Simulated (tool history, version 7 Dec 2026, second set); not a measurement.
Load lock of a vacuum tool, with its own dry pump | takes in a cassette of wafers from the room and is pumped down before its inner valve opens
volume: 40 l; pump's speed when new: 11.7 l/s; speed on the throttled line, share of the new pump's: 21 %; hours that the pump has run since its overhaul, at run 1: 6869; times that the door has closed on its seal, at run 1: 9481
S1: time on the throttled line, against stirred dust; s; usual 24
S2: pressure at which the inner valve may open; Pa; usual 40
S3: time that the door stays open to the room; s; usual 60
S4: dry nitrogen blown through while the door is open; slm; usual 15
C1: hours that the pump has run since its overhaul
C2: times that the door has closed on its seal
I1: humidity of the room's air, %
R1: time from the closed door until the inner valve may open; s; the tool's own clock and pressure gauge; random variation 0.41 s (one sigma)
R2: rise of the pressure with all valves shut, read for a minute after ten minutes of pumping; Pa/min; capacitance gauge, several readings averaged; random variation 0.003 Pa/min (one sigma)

{"run": 1, "hour": 0.0, "S1": 24, "S2": 40, "S3": 60, "S4": 15, "C1": 6869, "C2": 9481, "I1": 44.1, "R1": 46.4, "R2": 0.02}
{"run": 2, "hour": 99.9, "S1": 24, "S2": 40, "S3": 60, "S4": 15, "C1": 6969, "C2": 9646, "I1": 47.4, "R1": 45.2, "R2": 0.026}
{"run": 3, "hour": 198.6, "S1": 24, "S2": 40, "S3": 60, "S4": 15, "C1": 7067, "C2": 9809, "I1": 45.3, "R1": 46.2, "R2": 0.024}
{"run": 4, "hour": 270.2, "S1": 24, "S2": 40, "S3": 60, "S4": 15, "C1": 7139, "C2": 9927, "I1": 43.3, "R1": 45.5, "R2": 0.021}
{"run": 5, "hour": 353.5, "S1": 24, "S2": 40, "S3": 60, "S4": 5, "C1": 7222, "C2": 10064, "I1": 48.3, "R1": 45.9, "R2": 0.033}
{"run": 6, "hour": 470.6, "S1": 24, "S2": 40, "S3": 60, "S4": 5, "C1": 7339, "C2": 10258, "I1": 45.4, "R1": 46.2, "R2": 0.031}
{"run": 7, "hour": 625.2, "S1": 24, "S2": 40, "S3": 60, "S4": 5, "C1": 7494, "C2": 10513, "I1": 46.9, "R1": 45.4, "R2": 0.028}
{"run": 8, "hour": 757.0, "S1": 24, "S2": 40, "S3": 37, "S4": 15, "C1": 7626, "C2": 10731, "I1": 48.3, "R1": 46.5, "R2": 0.018}
{"run": 9, "hour": 829.7, "S1": 24, "S2": 40, "S3": 37, "S4": 15, "C1": 7698, "C2": 10851, "I1": 46.9, "R1": 45.4, "R2": 0.02}
{"run": 10, "hour": 918.9, "S1": 24, "S2": 40, "S3": 37, "S4": 15, "C1": 7788, "C2": 10998, "I1": 44, "R1": 45.4, "R2": 0.016}
{"run": 11, "hour": 1044.7, "S1": 24, "S2": 40, "S3": 60, "S4": 15, "C1": 7913, "C2": 11206, "I1": 46.4, "R1": 46.4, "R2": 0.024}
{"run": 12, "hour": 1175.4, "S1": 24, "S2": 40, "S3": 60, "S4": 15, "C1": 8044, "C2": 11422, "I1": 44.7, "R1": 46.4, "R2": 0.024}
{"run": 13, "hour": 1333.4, "S1": 24, "S2": 40, "S3": 60, "S4": 15, "C1": 8202, "C2": 11683, "I1": 42.5, "R1": 46, "R2": 0.023}
{"run": 14, "hour": 1477.4, "S1": 24, "S2": 40, "S3": 60, "S4": 15, "C1": 8346, "C2": 11920, "I1": 43.1, "R1": 46, "R2": 0.018}
{"run": 15, "hour": 1597.7, "S1": 24, "S2": 40, "S3": 60, "S4": 15, "C1": 8466, "C2": 12119, "I1": 43.8, "R1": 46.7, "R2": 0.019}
{"run": 16, "hour": 1706.1, "S1": 24, "S2": 40, "S3": 60, "S4": 4, "C1": 8575, "C2": 12298, "I1": 44.5, "R1": 45.7, "R2": 0.031}
{"run": 17, "hour": 1795.7, "S1": 24, "S2": 34, "S3": 57, "S4": 10, "C1": 8664, "C2": 12446, "I1": 46.9, "R1": 46.1, "R2": 0.026}
{"run": 18, "hour": 1875.1, "S1": 24, "S2": 34, "S3": 57, "S4": 10, "C1": 8744, "C2": 12577, "I1": 45, "R1": 46.7, "R2": 0.03}
{"run": 19, "hour": 1955.9, "S1": 22, "S2": 40, "S3": 231, "S4": 15, "C1": 8824, "C2": 12710, "I1": 41.5, "R1": 44.9, "R2": 0.047}

The next listed run, before its measurement:
{"run": 20, "hour": 2052.0, "S1": 37, "S2": 40, "S3": 231, "S4": 15, "C1": 8921, "C2": 12869, "I1": 46.1, "R1": "?", "R2": "?"}

{"run 20": {"R1": 55.8, "R2": 0.047}}
Without the tool's hidden state the same run would have given R1 55.8 s, R2 0.046 Pa/min.

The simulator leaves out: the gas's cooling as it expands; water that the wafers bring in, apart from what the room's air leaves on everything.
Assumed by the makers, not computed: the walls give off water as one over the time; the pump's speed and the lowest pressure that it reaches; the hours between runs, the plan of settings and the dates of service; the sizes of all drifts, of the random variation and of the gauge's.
